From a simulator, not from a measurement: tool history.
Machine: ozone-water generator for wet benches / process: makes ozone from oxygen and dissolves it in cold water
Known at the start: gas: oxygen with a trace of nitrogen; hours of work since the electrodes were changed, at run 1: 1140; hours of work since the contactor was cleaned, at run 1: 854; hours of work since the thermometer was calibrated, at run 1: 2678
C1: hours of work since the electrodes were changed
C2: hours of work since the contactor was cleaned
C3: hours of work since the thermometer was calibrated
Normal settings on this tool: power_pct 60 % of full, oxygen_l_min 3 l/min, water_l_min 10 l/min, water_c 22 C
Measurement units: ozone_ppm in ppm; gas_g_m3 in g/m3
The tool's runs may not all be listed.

{"run": 1, "hour": 0.0, "power_pct": 60, "oxygen_l_min": 3, "water_l_min": 10, "water_c": 22, "C1": 1140, "C2": 854, "C3": 2678, "ozone_ppm": 16, "gas_g_m3": 154.7}
{"run": 2, "hour": 41.4, "power_pct": 60, "oxygen_l_min": 3, "water_l_min": 10, "water_c": 22, "C1": 1167, "C2": 881, "C3": 2705, "ozone_ppm": 16.1, "gas_g_m3": 156.3}
{"run": 3, "hour": 96.0, "power_pct": 60, "oxygen_l_min": 2.07, "water_l_min": 10, "water_c": 22, "C1": 1203, "C2": 917, "C3": 2741, "ozone_ppm": 16.2, "gas_g_m3": 192.4}
{"run": 4, "hour": 150.6, "power_pct": 60, "oxygen_l_min": 2.07, "water_l_min": 10, "water_c": 22, "C1": 1238, "C2": 952, "C3": 2776, "ozone_ppm": 16.4, "gas_g_m3": 193.1}
{"run": 5, "hour": 200.2, "power_pct": 65, "oxygen_l_min": 3, "water_l_min": 10, "water_c": 22, "C1": 1271, "C2": 985, "C3": 2809, "ozone_ppm": 16.6, "gas_g_m3": 162.8}
{"run": 6, "hour": 248.8, "power_pct": 60, "oxygen_l_min": 3.2, "water_l_min": 10, "water_c": 22, "C1": 1302, "C2": 1016, "C3": 2840, "ozone_ppm": 15.9, "gas_g_m3": 150.8}
{"run": 7, "hour": 296.1, "power_pct": 60, "oxygen_l_min": 3, "water_l_min": 10, "water_c": 22, "C1": 1333, "C2": 1047, "C3": 2871, "ozone_ppm": 16, "gas_g_m3": 154.7}
{"run": 8, "hour": 351.0, "power_pct": 60, "oxygen_l_min": 3, "water_l_min": 10, "water_c": 22, "C1": 1369, "C2": 1083, "C3": 2907, "ozone_ppm": 16, "gas_g_m3": 155.6}
{"run": 9, "hour": 393.8, "power_pct": 60, "oxygen_l_min": 3, "water_l_min": 10, "water_c": 18, "C1": 1397, "C2": 1111, "C3": 2935, "ozone_ppm": 17, "gas_g_m3": 154.4}
{"hour": 398.7, "done": "water thermometer calibrated"}
{"run": 10, "hour": 435.8, "power_pct": 60, "oxygen_l_min": 3, "water_l_min": 10, "water_c": 16, "C1": 1424, "C2": 1138, "C3": 24, "ozone_ppm": 17.6, "gas_g_m3": 155.2}
{"run": 11, "hour": 462.0, "power_pct": 60, "oxygen_l_min": 1.62, "water_l_min": 11, "water_c": 16, "C1": 1441, "C2": 1155, "C3": 41, "ozone_ppm": 15.5, "gas_g_m3": 220}
{"run": 12, "hour": 495.8, "power_pct": 60, "oxygen_l_min": 1.62, "water_l_min": 11, "water_c": 16, "C1": 1463, "C2": 1177, "C3": 63, "ozone_ppm": 15.7, "gas_g_m3": 219.9}
{"run": 13, "hour": 528.6, "power_pct": 57, "oxygen_l_min": 2.25, "water_l_min": 13, "water_c": 16, "C1": 1484, "C2": 1198, "C3": 85, "ozone_ppm": 13.1, "gas_g_m3": 177.1}
{"hour": 549.6, "done": "water thermometer calibrated, once more"}
{"run": 14, "hour": 576.1, "power_pct": 57, "oxygen_l_min": 2.25, "water_l_min": 13, "water_c": 16, "C1": 1515, "C2": 1229, "C3": 17, "ozone_ppm": 13.1, "gas_g_m3": 179}
{"run": 15, "hour": 617.9, "power_pct": 57, "oxygen_l_min": 2.25, "water_l_min": 13, "water_c": 16, "C1": 1542, "C2": 1256, "C3": 44, "ozone_ppm": 13.2, "gas_g_m3": 179}
{"run": 16, "hour": 654.6, "power_pct": 57, "oxygen_l_min": 2.25, "water_l_min": 13, "water_c": 28, "C1": 1566, "C2": 1280, "C3": 68, "ozone_ppm": 11.4, "gas_g_m3": 175.4}
{"run": 17, "hour": 702.5, "power_pct": 60, "oxygen_l_min": 5.05, "water_l_min": 15, "water_c": 30, "C1": 1597, "C2": 1311, "C3": 100, "ozone_ppm": 9.2, "gas_g_m3": 114.7}

4 ways to go on from here, each from the tool as it stands after run 17. What would each give?
{"run": "A", "hour": 748.0, "power_pct": 47, "oxygen_l_min": 5.05, "water_l_min": 12, "water_c": 24, "C1": 1627, "C2": 1341, "C3": 129, "ozone_ppm": "?", "gas_g_m3": "?"}
{"run": "B", "hour": 748.0, "power_pct": 60, "oxygen_l_min": 4.25, "water_l_min": 15, "water_c": 15, "C1": 1627, "C2": 1341, "C3": 129, "ozone_ppm": "?", "gas_g_m3": "?"}
{"run": "C", "hour": 748.0, "power_pct": 94, "oxygen_l_min": 2.57, "water_l_min": 10, "water_c": 22, "C1": 1627, "C2": 1341, "C3": 129, "ozone_ppm": "?", "gas_g_m3": "?"}
{"run": "D", "hour": 748.0, "power_pct": 85, "oxygen_l_min": 5.05, "water_l_min": 14, "water_c": 19, "C1": 1627, "C2": 1341, "C3": 129, "ozone_ppm": "?", "gas_g_m3": "?"}

run=A ozone_ppm=11 gas_g_m3=102.1
run=B ozone_ppm=12.1 gas_g_m3=126.2
run=C ozone_ppm=20 gas_g_m3=209.8
run=D ozone_ppm=14.1 gas_g_m3=137.5
Stripped of hidden state, with their random variation kept, the same runs would have yielded:
run=A ozone_ppm=11.5 gas_g_m3=104.7
run=B ozone_ppm=12.7 gas_g_m3=129.9
run=C ozone_ppm=21.1 gas_g_m3=217.5
run=D ozone_ppm=14.9 gas_g_m3=142.3
